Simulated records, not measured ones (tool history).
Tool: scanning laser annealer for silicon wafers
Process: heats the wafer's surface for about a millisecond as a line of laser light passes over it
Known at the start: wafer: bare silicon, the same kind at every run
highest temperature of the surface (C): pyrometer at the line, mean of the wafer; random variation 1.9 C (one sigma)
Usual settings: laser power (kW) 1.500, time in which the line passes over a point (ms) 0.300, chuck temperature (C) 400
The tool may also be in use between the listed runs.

run   hour  laser power (kW)  time in which the line passes over a point (ms)  chuck temperature (C)  highest temperature of the surface (C)
  1    0.0             1.500                                            0.300                    400                                    1110
  2   16.2             1.500                                            0.300                    394                                    1106
  3   24.9             1.500                                            0.300                    394                                    1104
  4   33.6             1.500                                            0.300                    418                                    1127
  5   52.7             1.500                                            0.300                    400                                    1110
  6   64.3             1.500                                            0.300                    400                                    1110
  7   80.6             1.500                                            0.300                    400                                    1110
  8   93.9             1.500                                            0.238                    400                                    1029
  9  107.7             1.500                                            0.238                    400                                    1032
 10  128.0             1.500                                            0.238                    400                                    1031
 11  136.3             1.561                                            0.238                    400                                    1063
 12  150.9             1.561                                            0.238                    400                                    1060
 13  160.4             1.500                                            0.300                    400                                    1110
 14  170.5             1.500                                            0.300                    400                                    1109
 15  185.4             1.500                                            0.300                    400                                    1109
 16  202.1             1.500                                            0.300                    400                                    1109
 17  217.4             1.500                                            0.300                    400                                    1109
 18  237.1             1.500                                            0.300                    400                                    1111
 19  253.3             1.500                                            0.318                    400                                    1132
 20  264.8             1.500                                            0.318                    400                                    1131
 21  278.2             1.500                                            0.300                    400                                    1108
 22  294.2             1.322                                            0.218                    377                                     887
 23  314.1             1.500                                            0.328                    435                                    1177
 24  330.5             1.500                                            0.328                    435                                    1177
 25  345.3             1.292                                            0.300                    389                                     970
 26  364.0             1.500                                            0.356                    400                                    1176
 27  373.6             1.500                                            0.356                    400                                    1175
 28  385.0             1.500                                            0.356                    400                                    1175
 29  403.8             1.500                                            0.273                    390                                    1065
 30  412.8             1.500                                            0.335                    419                                    1168
 31  428.5             1.469                                            0.300                    400                                    1091
 32  443.9             1.469                                            0.300                    400                                    1088
 33  457.1             1.460                                            0.369                    405                                    1164
 34  470.3             1.489                                            0.379                    370                                    1161
 35  489.7             1.371                                            0.313                    411                                    1053
 36  502.2             1.406                                            0.313                    433                                    1098
 37  514.7             1.392                                            0.287                    400                                    1031
 38  523.8             1.586                                            0.332                    403                                    1205
 39  534.0             1.586                                            0.332                    403                                    1207
 40  547.2             1.586                                            0.332                    403                                    1207
 41  566.5             1.478                                            0.265                    403                                    1054
 42  586.1             1.478                                            0.265                    403                                    1056

Not shown: 1 entry that the log had between the listed runs. Between which runs, and how does the tool's hidden state differ before and after?
Between runs 23 and 24: window over the wafer cleaned (hour 327.0)
  light that passes the window, % of a clean one's: 99.94 -> 100
